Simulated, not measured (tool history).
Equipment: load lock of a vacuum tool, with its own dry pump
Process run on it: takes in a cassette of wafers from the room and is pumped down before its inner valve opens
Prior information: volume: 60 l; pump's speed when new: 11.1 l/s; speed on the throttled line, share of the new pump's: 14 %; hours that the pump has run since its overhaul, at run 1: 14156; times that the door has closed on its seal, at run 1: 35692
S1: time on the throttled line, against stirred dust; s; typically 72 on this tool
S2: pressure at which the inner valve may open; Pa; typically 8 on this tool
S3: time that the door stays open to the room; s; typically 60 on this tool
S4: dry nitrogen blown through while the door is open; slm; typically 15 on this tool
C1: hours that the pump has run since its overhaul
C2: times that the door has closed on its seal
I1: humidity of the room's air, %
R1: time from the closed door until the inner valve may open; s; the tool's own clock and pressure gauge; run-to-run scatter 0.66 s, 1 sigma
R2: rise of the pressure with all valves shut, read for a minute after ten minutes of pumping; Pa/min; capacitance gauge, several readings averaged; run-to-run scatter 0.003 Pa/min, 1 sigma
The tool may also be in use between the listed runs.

run	hour	S1	S2	S3	S4	C1	C2	I1	R1	R2
1	0.0	72	8	60	15	14156	35692	43.6	121.9	0.148
2	341.7	72	8	60	15	14498	36794	48.7	121.7	0.160
3	675.1	72	8	60	15	14832	37869	45.8	121.3	0.166
4	1115.4	72	8	60	15	15272	39289	48.4	121.4	0.175
5	1347.1	72	8	60	15	15503	40035	46.0	122.8	0.185
6	1612.8	72	8	60	15	15769	40892	45.2	121.9	0.188
7	1854.6	72	8	60	15	16011	41672	44.4	122.3	0.192
8	2096.6	65	8	60	15	16253	42452	48.6	116.1	0.197
9	2380.0	65	8	60	15	16536	43366	46.8	116.9	0.205
10	2812.1	65	8	60	15	16969	44759	46.9	117.4	0.217
11	3143.6	65	8	60	15	17300	45828	47.3	117.8	0.224
12	3418.7	65	8	60	15	17575	46715	46.0	117.5	0.226
13	3836.2	72	8	60	40	17993	48061	45.8	123.2	0.228
# hour 3923.3: door's seal changed, seat wiped
14	4244.2	72	8	60	40	18399	1035	45.4	123.8	0.016
15	4501.9	72	8	60	40	18657	1866	44.6	123.6	0.021
16	4862.0	72	8	60	40	19017	3027	47.4	124.7	0.022
17	5235.9	106	8	60	40	19391	4232	43.6	151.7	0.021
18	5567.1	106	8	60	40	19722	5300	47.5	152.9	0.023
19	5912.3	72	8	60	5	20067	6413	47.6	125.1	0.056
20	6231.6	72	8	60	6	20386	7443	41.2	125.1	0.053
21	6637.0	144	8	60	6	20792	8750	43.1	184.4	0.048
22	7068.3	73	7	56	19	21223	10141	48.0	128.2	0.050
23	7416.6	73	7	56	19	21571	11264	45.8	128.0	0.044
24	7728.5	40	13	56	19	21883	12269	44.9	97.5	0.053
25	8057.2	40	13	56	19	22212	13329	46.7	98.0	0.050
# hour 8264.6: dry pump taken out, an overhauled one fitted
26	8382.4	61	8	111	15	118	14358	45.4	104.0	0.069
27	8681.1	81	8	60	15	417	15322	48.3	122.0	0.060
28	8920.6	72	9	120	20	656	16094	45.0	113.2	0.070
29	9284.9	72	9	120	20	1020	17268	49.8	112.5	0.075
30	9620.7	65	8	93	4	1356	18351	42.4	108.1	0.097
31	9985.5	87	8	60	15	1721	19527	43.5	126.9	0.081
32	10328.9	87	8	60	15	2064	20634	44.3	126.7	0.082
33	10534.1	113	15	60	15	2269	21296	46.7	146.1	0.083
34	10841.9	54	10	199	6	2577	22289	46.8	97.6	0.133
35	11259.9	76	8	60	42	2995	23636	48.2	118.8	0.084
36	11687.5	76	8	60	5	3423	25015	42.5	117.8	0.112

Measured result minus the same run's result without the hidden state. Both carry the same run-to-run variation, though not necessarily the same gauge scatter:
Hidden state at play: pump's speed, % of a new pump's; leak at the door's seal, Pa l/s; drift of the gauge itself on ready_s, %; drift of the gauge itself on rise_pa_min, %.
run	R1	R2
1	+8.0	+0.130
2	+8.1	+0.140
3	+8.3	+0.145
4	+8.6	+0.155
5	+8.8	+0.160
6	+9.0	+0.166
7	+9.1	+0.172
8	+9.6	+0.177
9	+9.8	+0.183
10	+10.1	+0.193
11	+10.3	+0.200
12	+10.5	+0.206
13	+10.5	+0.217
14	+10.7	+0.002
15	+10.9	+0.004
16	+11.2	+0.006
17	+10.1	+0.008
18	+10.4	+0.010
19	+12.0	+0.013
20	+12.3	+0.015
21	+9.5	+0.018
22	+13.3	+0.023
23	+13.5	+0.025
24	+14.1	+0.029
25	+14.4	+0.033
26	+0.3	+0.036
27	+0.4	+0.040
28	+0.5	+0.043
29	+0.6	+0.047
30	+0.9	+0.051
31	+0.9	+0.055
32	+1.1	+0.059
33	+1.0	+0.061
34	+1.5	+0.066
35	+1.6	+0.073
36	+1.9	+0.078
